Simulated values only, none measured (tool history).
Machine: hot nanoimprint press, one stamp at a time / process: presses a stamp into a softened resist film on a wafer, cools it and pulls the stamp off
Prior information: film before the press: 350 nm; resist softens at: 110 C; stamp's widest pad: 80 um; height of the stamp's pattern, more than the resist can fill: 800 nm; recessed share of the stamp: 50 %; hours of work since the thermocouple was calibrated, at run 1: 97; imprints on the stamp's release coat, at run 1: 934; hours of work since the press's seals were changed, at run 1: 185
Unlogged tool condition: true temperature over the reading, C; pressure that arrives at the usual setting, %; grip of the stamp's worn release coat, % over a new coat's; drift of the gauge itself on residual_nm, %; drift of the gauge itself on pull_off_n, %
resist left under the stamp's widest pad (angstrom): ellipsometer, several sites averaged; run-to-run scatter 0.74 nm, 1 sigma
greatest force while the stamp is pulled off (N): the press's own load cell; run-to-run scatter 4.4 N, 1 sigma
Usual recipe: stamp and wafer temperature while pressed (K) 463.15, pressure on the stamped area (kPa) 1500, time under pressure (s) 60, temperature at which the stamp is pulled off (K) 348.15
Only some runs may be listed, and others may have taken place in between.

run     day  stamp and wafer temperature while pressed (K)  pressure on the stamped area (kPa)  time under pressure (s)  temperature at which the stamp is pulled off (K)  hours of work since the thermocouple was calibrated  imprints on the stamp's release coat  hours of work since the press's seals were changed  resist left under the stamp's widest pad (angstrom)  greatest force while the stamp is pulled off (N)
  1       0                                         463.15                                1500                       60                                            348.15                                                   97                                   934                                                 185                                                 1289                                               220
  2   2.042                                         463.15                                1500                       60                                            348.15                                                  122                                  1029                                                 211                                                 1293                                               214
  3     4.5                                         463.15                                1500                       92                                            348.15                                                  154                                  1145                                                 242                                                 1072                                               213
  4   6.675                                         463.15                                1500                       60                                            348.15                                                  181                                  1247                                                 270                                                 1300                                               218
  5   9.562                                         463.15                                1500                       60                                            348.15                                                  218                                  1382                                                 307                                                 1306                                               216
  6  12.492                                         463.15                                1500                       60                                            348.15                                                  255                                  1520                                                 344                                                 1298                                               221
     12.896  -- stamp cleaned and given a new release coat
  7  15.642                                         463.15                                1500                       60                                            348.15                                                  292                                   129                                                 381                                                 1302                                               215
  8  18.533                                         463.15                                1500                       60                                            348.15                                                  329                                   265                                                 417                                                 1308                                               218
  9  20.433                                         463.15                                1210                       46                                            348.15                                                  353                                   354                                                 442                                                 1615                                               209
     21.338  -- plate thermocouple calibrated
 10   22.45                                         462.15                                2100                      114                                            348.15                                                   14                                   442                                                 466                                                  884                                               207
 11      25                                         462.15                                2100                      114                                            348.15                                                   46                                   562                                                 498                                                  888                                               215
 12  26.996                                         470.15                                1290                       43                                            336.15                                                   72                                   656                                                 523                                                 1169                                               287
 13  29.383                                         470.15                                1290                       43                                            336.15                                                  102                                   767                                                 554                                                 1178                                               287

Run 14 comes next. What will it give?
 14  32.021                                         454.15                                1290                       30                                            336.15                                                  136                                   891                                                 587                                                    ?                                                 ?

Run 14 produced resist left under the stamp's widest pad (angstrom) 2562, greatest force while the stamp is pulled off (N) 278.
With the hidden condition absent and the run-to-run variation left alone, this run would have shown resist left under the stamp's widest pad (angstrom) 2522, greatest force while the stamp is pulled off (N) 277.
